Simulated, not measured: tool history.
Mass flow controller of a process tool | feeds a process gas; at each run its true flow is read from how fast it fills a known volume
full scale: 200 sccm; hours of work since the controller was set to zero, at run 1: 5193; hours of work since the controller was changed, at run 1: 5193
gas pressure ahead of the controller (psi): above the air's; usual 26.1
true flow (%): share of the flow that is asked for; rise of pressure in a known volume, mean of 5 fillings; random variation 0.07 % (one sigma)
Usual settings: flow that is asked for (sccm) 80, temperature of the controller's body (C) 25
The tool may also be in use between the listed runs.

| run | hour | flow that is asked for (sccm) | gas pressure ahead of the controller (psi) | temperature of the controller's body (C) | hours of work since the controller was set to zero | hours of work since the controller was changed | true flow (%) |
|---|---|---|---|---|---|---|---|
| 1 | 0.0 | 80 | 26.1 | 25 | 5193 | 5193 | 98.69 |
| 2 | 293.2 | 80 | 26.1 | 25 | 5337 | 5337 | 98.73 |
| 3 | 637.9 | 80 | 22.5 | 25 | 5507 | 5507 | 98.72 |
| 4 | 997.0 | 80 | 39.7 | 25 | 5684 | 5684 | 99.36 |
| 5 | 1381.6 | 80 | 39.7 | 25 | 5873 | 5873 | 99.36 |
| 6 | 1606.3 | 80 | 26.1 | 25 | 5983 | 5983 | 99.13 |
| 7 | 1842.8 | 80 | 26.1 | 25 | 6100 | 6100 | 99.02 |
| 8 | 2268.9 | 80 | 26.1 | 25 | 6309 | 6309 | 99.06 |
| 9 | 2493.6 | 80 | 26.1 | 25 | 6420 | 6420 | 99.35 |
| 10 | 2786.0 | 80 | 26.1 | 25 | 6563 | 6563 | 99.24 |
|  | 3019.1 | controller's zero set anew |
| 11 | 3176.0 | 80 | 26.1 | 25 | 77 | 6755 | 99.40 |
| 12 | 3409.6 | 80 | 26.1 | 25 | 192 | 6870 | 99.45 |
| 13 | 3631.5 | 80 | 26.1 | 25 | 301 | 6979 | 99.55 |
| 14 | 4037.9 | 80 | 26.1 | 25 | 501 | 7179 | 99.74 |
| 15 | 4457.8 | 27 | 39.7 | 29 | 708 | 7385 | 99.80 |
| 16 | 4889.0 | 81 | 39.7 | 22 | 920 | 7598 | 99.92 |
| 17 | 5091.6 | 143 | 39.7 | 22 | 1019 | 7697 | 100.64 |
| 18 | 5324.0 | 25 | 26.8 | 36 | 1134 | 7811 | 100.25 |
| 19 | 5773.0 | 25 | 33.6 | 23 | 1354 | 8032 | 99.50 |
| 20 | 5994.8 | 83 | 31.6 | 20 | 1464 | 8141 | 99.80 |
| 21 | 6381.9 | 60 | 27.3 | 28 | 1654 | 8332 | 100.26 |
| 22 | 6709.2 | 53 | 20.6 | 26 | 1815 | 8493 | 99.92 |
| 23 | 7039.0 | 53 | 20.6 | 26 | 1977 | 8655 | 100.04 |
| 24 | 7382.9 | 53 | 20.6 | 26 | 2146 | 8824 | 99.91 |

Hidden state or all else? Some run-to-run changes of true flow (%), split into what the settings, what came in and random variation would give without the hidden state, and what is left for the hidden state (with any gauge scatter that isn't in both results):
The hidden state here: flow at rest that the sensor doesn't see, % of full scale; true flow over the shown one, %; drift of the gauge itself on true_pct, %.
Run 7 -> 8: no setting changed, nothing entered. true flow (%) +0.04: hidden state +0.10, all else -0.06.
Run 13 -> 14: no setting changed, nothing entered. true flow (%) +0.19: hidden state +0.10, all else +0.09.
Run 16 -> 17: flow that is asked for (sccm) 81 -> 143. true flow (%) +0.72: hidden state +0.06, all else +0.66.
Run 18 -> 19: gas pressure ahead of the controller (psi) 26.8 -> 33.6, temperature of the controller's body (C) 36 -> 23. true flow (%) -0.75: hidden state +0.09, all else -0.84.
